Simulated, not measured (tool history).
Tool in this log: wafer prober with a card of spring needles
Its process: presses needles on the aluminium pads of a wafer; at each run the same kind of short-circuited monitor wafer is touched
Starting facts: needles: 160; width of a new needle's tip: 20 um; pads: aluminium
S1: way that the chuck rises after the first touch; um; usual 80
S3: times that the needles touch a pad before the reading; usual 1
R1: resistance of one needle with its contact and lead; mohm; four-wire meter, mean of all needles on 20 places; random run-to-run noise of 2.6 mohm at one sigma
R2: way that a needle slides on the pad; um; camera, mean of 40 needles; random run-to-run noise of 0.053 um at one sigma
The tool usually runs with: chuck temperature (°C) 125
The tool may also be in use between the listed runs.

{"run": 1, "hour": 0.0, "S1": 80, "chuck temperature (°C)": 125, "S3": 1, "R1": 295, "R2": 17.33}
{"run": 2, "hour": 16.5, "S1": 80, "chuck temperature (°C)": 125, "S3": 1, "R1": 298, "R2": 17.37}
{"run": 3, "hour": 27.6, "S1": 80, "chuck temperature (°C)": 125, "S3": 2, "R1": 294, "R2": 17.25}
{"run": 4, "hour": 36.7, "S1": 85, "chuck temperature (°C)": 125, "S3": 1, "R1": 293, "R2": 18.49}
{"run": 5, "hour": 54.3, "S1": 85, "chuck temperature (°C)": 125, "S3": 1, "R1": 291, "R2": 18.48}
{"run": 6, "hour": 64.6, "S1": 85, "chuck temperature (°C)": 125, "S3": 1, "R1": 297, "R2": 18.46}
{"run": 7, "hour": 78.2, "S1": 85, "chuck temperature (°C)": 125, "S3": 1, "R1": 298, "R2": 18.57}
{"run": 8, "hour": 86.9, "S1": 80, "chuck temperature (°C)": 125, "S3": 1, "R1": 296, "R2": 17.38}
{"run": 9, "hour": 101.7, "S1": 80, "chuck temperature (°C)": 125, "S3": 1, "R1": 295, "R2": 17.44}
{"run": 10, "hour": 118.0, "S1": 80, "chuck temperature (°C)": 125, "S3": 1, "R1": 294, "R2": 17.43}
{"run": 11, "hour": 126.1, "S1": 87, "chuck temperature (°C)": 125, "S3": 1, "R1": 293, "R2": 18.96}
{"run": 12, "hour": 134.2, "S1": 80, "chuck temperature (°C)": 125, "S3": 1, "R1": 296, "R2": 17.46}
{"run": 13, "hour": 143.5, "S1": 80, "chuck temperature (°C)": 125, "S3": 1, "R1": 298, "R2": 17.38}
{"run": 14, "hour": 158.9, "S1": 80, "chuck temperature (°C)": 125, "S3": 1, "R1": 294, "R2": 17.59}
{"run": 15, "hour": 169.6, "S1": 80, "chuck temperature (°C)": 125, "S3": 1, "R1": 299, "R2": 17.47}
{"run": 16, "hour": 185.7, "S1": 80, "chuck temperature (°C)": 89, "S3": 2, "R1": 287, "R2": 17.46}
{"run": 17, "hour": 202.9, "S1": 80, "chuck temperature (°C)": 53, "S3": 3, "R1": 276, "R2": 17.55}
{"run": 18, "hour": 218.3, "S1": 80, "chuck temperature (°C)": 125, "S3": 3, "R1": 294, "R2": 17.57}
{"run": 19, "hour": 227.4, "S1": 80, "chuck temperature (°C)": 125, "S3": 2, "R1": 295, "R2": 17.64}
{"run": 20, "hour": 243.7, "S1": 80, "chuck temperature (°C)": 125, "S3": 2, "R1": 296, "R2": 17.57}
{"run": 21, "hour": 260.1, "S1": 80, "chuck temperature (°C)": 125, "S3": 2, "R1": 295, "R2": 17.6}
{"run": 22, "hour": 273.0, "S1": 65, "chuck temperature (°C)": 77, "S3": 3, "R1": 286, "R2": 14.37}
{"run": 23, "hour": 286.8, "S1": 71, "chuck temperature (°C)": 42, "S3": 1, "R1": 274, "R2": 15.63}
{"run": 24, "hour": 296.1, "S1": 71, "chuck temperature (°C)": 42, "S3": 1, "R1": 267, "R2": 15.63}
{"run": 25, "hour": 314.5, "S1": 66, "chuck temperature (°C)": 46, "S3": 1, "R1": 277, "R2": 14.48}
{"run": 26, "hour": 324.0, "S1": 67, "chuck temperature (°C)": 105, "S3": 2, "R1": 292, "R2": 14.78}
{"run": 27, "hour": 332.7, "S1": 75, "chuck temperature (°C)": 59, "S3": 1, "R1": 281, "R2": 16.56}
{"run": 28, "hour": 343.2, "S1": 83, "chuck temperature (°C)": 51, "S3": 2, "R1": 273, "R2": 18.46}
{"run": 29, "hour": 351.6, "S1": 93, "chuck temperature (°C)": 26, "S3": 2, "R1": 264, "R2": 20.6}
{"run": 30, "hour": 364.5, "S1": 71, "chuck temperature (°C)": 51, "S3": 2, "R1": 278, "R2": 15.84}

Taken out of this log: 44 entries between the listed runs. Where each belongs, and how the hidden state differs across it:
Runs 1 to 2: tips cleaned on abrasive film (hour 4.7); tips cleaned on abrasive film (hour 13.4)
  debris on the tips, nm: 0.9 -> 1.1; drift of the gauge itself on scrub_um, %: 0 -> 0.11
  measured less the result without the state, R2: +0 -> +0.01 um
Runs 2 to 3: tips cleaned on abrasive film (hour 21.7); height of the first contact set anew (hour 26.3)
  debris on the tips, nm: 1.1 -> 1.4; way that the needles fall short of the set height, um: 0.04 -> 0; drift of the gauge itself on scrub_um, %: 0.11 -> 0.18
  measured less the result without the state, R2: +0.01 -> +0.03 um
Runs 3 to 4: tips cleaned on abrasive film (hour 29.9)
  debris on the tips, nm: 1.4 -> 1.5; drift of the gauge itself on scrub_um, %: 0.18 -> 0.24
  measured less the result without the state, R2: +0.03 -> +0.05 um
Runs 4 to 5: tips cleaned on abrasive film (hour 38.1); tips cleaned on abrasive film (hour 47)
  drift of the gauge itself on scrub_um, %: 0.24 -> 0.36
  measured less the result without the state, R2: +0.05 -> +0.06 um
Runs 5 to 6: tips cleaned on abrasive film (hour 56); tips cleaned on abrasive film (hour 64.5)
  debris on the tips, nm: 1.5 -> 0.1; drift of the gauge itself on scrub_um, %: 0.36 -> 0.43
  measured less the result without the state, R2: +0.06 -> +0.07 um
Runs 6 to 7: tips cleaned on abrasive film (hour 72.4)
  debris on the tips, nm: 0.1 -> 1.4; drift of the gauge itself on scrub_um, %: 0.43 -> 0.52
  measured less the result without the state, R2: +0.07 -> +0.1 um
Runs 7 to 8: tips cleaned on abrasive film (hour 80.9)
  drift of the gauge itself on scrub_um, %: 0.52 -> 0.58
  measured less the result without the state, R2: +0.1 -> +0.09 um
Runs 8 to 9: tips cleaned on abrasive film (hour 89.6); tips cleaned on abrasive film (hour 97.9)
  debris on the tips, nm: 1.4 -> 1.1; tips' diameter, um: 20.01 -> 20.02; drift of the gauge itself on scrub_um, %: 0.58 -> 0.68
  measured less the result without the state, R2: +0.09 -> +0.12 um
Runs 9 to 10: tips cleaned on abrasive film (hour 106.4); tips cleaned on abrasive film (hour 114.4)
  way that the needles fall short of the set height, um: 0 -> 0.01; drift of the gauge itself on scrub_um, %: 0.68 -> 0.79
  measured less the result without the state, R2: +0.12 -> +0.13 um
Runs 10 to 11: tips cleaned on abrasive film (hour 123.2)
  debris on the tips, nm: 1.1 -> 0.9; drift of the gauge itself on scrub_um, %: 0.79 -> 0.84
  measured less the result without the state, R2: +0.13 -> +0.15 um
Runs 11 to 12: tips cleaned on abrasive film (hour 131.8)
  debris on the tips, nm: 0.9 -> 0.8; drift of the gauge itself on scrub_um, %: 0.84 -> 0.89
  measured less the result without the state, R2: +0.15 -> +0.16 um
Runs 12 to 13: tips cleaned on abrasive film (hour 140)
  debris on the tips, nm: 0.8 -> 1; drift of the gauge itself on scrub_um, %: 0.89 -> 0.96
  measured less the result without the state, R2: +0.16 -> +0.17 um
Runs 13 to 14: tips cleaned on abrasive film (hour 148.7); tips cleaned on abrasive film (hour 157.2)
  debris on the tips, nm: 1 -> 0.7; drift of the gauge itself on scrub_um, %: 0.96 -> 1.06
  measured less the result without the state, R2: +0.17 -> +0.19 um
Runs 14 to 15: tips cleaned on abrasive film (hour 165.2)
  debris on the tips, nm: 0.7 -> 1.1; drift of the gauge itself on scrub_um, %: 1.06 -> 1.13
  measured less the result without the state, R2: +0.19 -> +0.19 um
Runs 15 to 16: tips cleaned on abrasive film (hour 173.3); tips cleaned on abrasive film (hour 182.3)
  debris on the tips, nm: 1.1 -> 1; drift of the gauge itself on scrub_um, %: 1.13 -> 1.24
  measured less the result without the state, R2: +0.19 -> +0.21 um
Runs 16 to 17: tips cleaned on abrasive film (hour 191.3); tips cleaned on abrasive film (hour 199.6)
  drift of the gauge itself on scrub_um, %: 1.24 -> 1.35
  measured less the result without the state, R2: +0.21 -> +0.23 um
Runs 17 to 18: tips cleaned on abrasive film (hour 208.7); tips cleaned on abrasive film (hour 217.3)
  debris on the tips, nm: 1 -> 0.5; drift of the gauge itself on scrub_um, %: 1.35 -> 1.46
  measured less the result without the state, R2: +0.23 -> +0.25 um
Runs 18 to 19: tips cleaned on abrasive film (hour 225.7)
  debris on the tips, nm: 0.5 -> 0.7; drift of the gauge itself on scrub_um, %: 1.46 -> 1.52
  measured less the result without the state, R2: +0.25 -> +0.26 um
Runs 19 to 20: tips cleaned on abrasive film (hour 234); tips cleaned on abrasive film (hour 242.3)
  debris on the tips, nm: 0.7 -> 0.6; drift of the gauge itself on scrub_um, %: 1.52 -> 1.63
  measured less the result without the state, R2: +0.26 -> +0.28 um
Runs 20 to 21: tips cleaned on abrasive film (hour 250.7); tips cleaned on abrasive film (hour 259.3)
  debris on the tips, nm: 0.6 -> 0.4; drift of the gauge itself on scrub_um, %: 1.63 -> 1.73
  measured less the result without the state, R2: +0.28 -> +0.3 um
Runs 21 to 22: tips cleaned on abrasive film (hour 268.5)
  debris on the tips, nm: 0.4 -> 1.2; way that the needles fall short of the set height, um: 0.01 -> 0.02; drift of the gauge itself on scrub_um, %: 1.73 -> 1.82
  measured less the result without the state, R2: +0.3 -> +0.25 um
Runs 22 to 23: tips cleaned on abrasive film (hour 276.4); tips cleaned on abrasive film (hour 285.2)
  debris on the tips, nm: 1.2 -> 0.6; drift of the gauge itself on scrub_um, %: 1.82 -> 1.91
  measured less the result without the state, R2: +0.25 -> +0.29 um
Runs 23 to 24: tips cleaned on abrasive film (hour 293.7)
  debris on the tips, nm: 0.6 -> 0.9; drift of the gauge itself on scrub_um, %: 1.91 -> 1.98
  measured less the result without the state, R2: +0.29 -> +0.3 um
Runs 24 to 25: tips cleaned on abrasive film (hour 302.4); tips cleaned on abrasive film (hour 310.6)
  debris on the tips, nm: 0.9 -> 1.2; drift of the gauge itself on scrub_um, %: 1.98 -> 2.1
  measured less the result without the state, R2: +0.3 -> +0.29 um
Runs 25 to 26: tips cleaned on abrasive film (hour 318.7)
  debris on the tips, nm: 1.2 -> 1.3; drift of the gauge itself on scrub_um, %: 2.1 -> 2.16
  measured less the result without the state, R2: +0.29 -> +0.31 um
Runs 26 to 27: tips cleaned on abrasive film (hour 326.7)
  debris on the tips, nm: 1.3 -> 1.4; drift of the gauge itself on scrub_um, %: 2.16 -> 2.22
  measured less the result without the state, R2: +0.31 -> +0.36 um
Runs 27 to 28: tips cleaned on abrasive film (hour 336)
  debris on the tips, nm: 1.4 -> 1.5; drift of the gauge itself on scrub_um, %: 2.22 -> 2.29
  measured less the result without the state, R2: +0.36 -> +0.41 um
Runs 28 to 29: tips cleaned on abrasive film (hour 344.4)
  drift of the gauge itself on scrub_um, %: 2.29 -> 2.35
  measured less the result without the state, R2: +0.41 -> +0.47 um
Runs 29 to 30: tips cleaned on abrasive film (hour 352.9); tips cleaned on abrasive film (hour 360.9)
  debris on the tips, nm: 1.5 -> 1.1; drift of the gauge itself on scrub_um, %: 2.35 -> 2.43
  measured less the result without the state, R2: +0.47 -> +0.38 um
